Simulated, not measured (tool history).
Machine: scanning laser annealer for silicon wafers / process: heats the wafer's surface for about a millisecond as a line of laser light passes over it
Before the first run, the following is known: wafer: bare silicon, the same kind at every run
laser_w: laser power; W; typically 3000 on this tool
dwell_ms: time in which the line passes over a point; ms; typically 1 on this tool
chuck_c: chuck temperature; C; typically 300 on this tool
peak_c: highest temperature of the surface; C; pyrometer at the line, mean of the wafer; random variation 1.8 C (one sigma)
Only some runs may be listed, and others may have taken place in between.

run,hour,laser_w,dwell_ms,chuck_c,peak_c
1,0,3000,1,300,1044
2,33.1,3000,1,300,1039
3,67.2,3000,1,300,1040
4,125.2,3000,1,300,1039
5,167.6,3000,1,300,1037
6,220.5,3000,1,300,1031
7,275.5,3000,1.24,300,1106
8,314.1,3000,1.06,300,1047
9,339.9,3000,1.06,300,1048
10,379.5,3000,1.06,300,1040
11,422,3000,1.06,300,1039
12,472.7,2794,1,300,962
13,508.1,2775,1,300,951
14,560.4,2775,1,300,950
# hour 568.7: window over the wafer cleaned
15,590.7,2775,1,300,972
# hour 601: optics aligned, line set to its width
16,636.6,2832,1.05,300,996
17,684.3,2832,1.05,319,1010
18,722.2,3000,0.72,324,950
19,770.8,3000,0.72,324,945
20,808,3085,1.21,266,1076
# hour 835: optics aligned, line set to its width, once more
21,866.9,3085,1.21,266,1114
22,922,2869,1,280,987
23,974,3168,1.01,303,1107
24,1029.1,3168,1.01,303,1102
25,1073.5,2838,1,300,996

Below are 3 alternative next runs, each starting from the tool's condition after run 25. Predict each:
A,1120.5,2735,1,300,?
B,1120.5,3085,0.73,330,?
C,1120.5,2838,1,299,?

run,peak_c
A,962
B,998
C,990
The same runs, with their run-to-run variation unchanged, on a tool lacking any hidden condition would have given:
run,peak_c
A,983
B,1018
C,1011
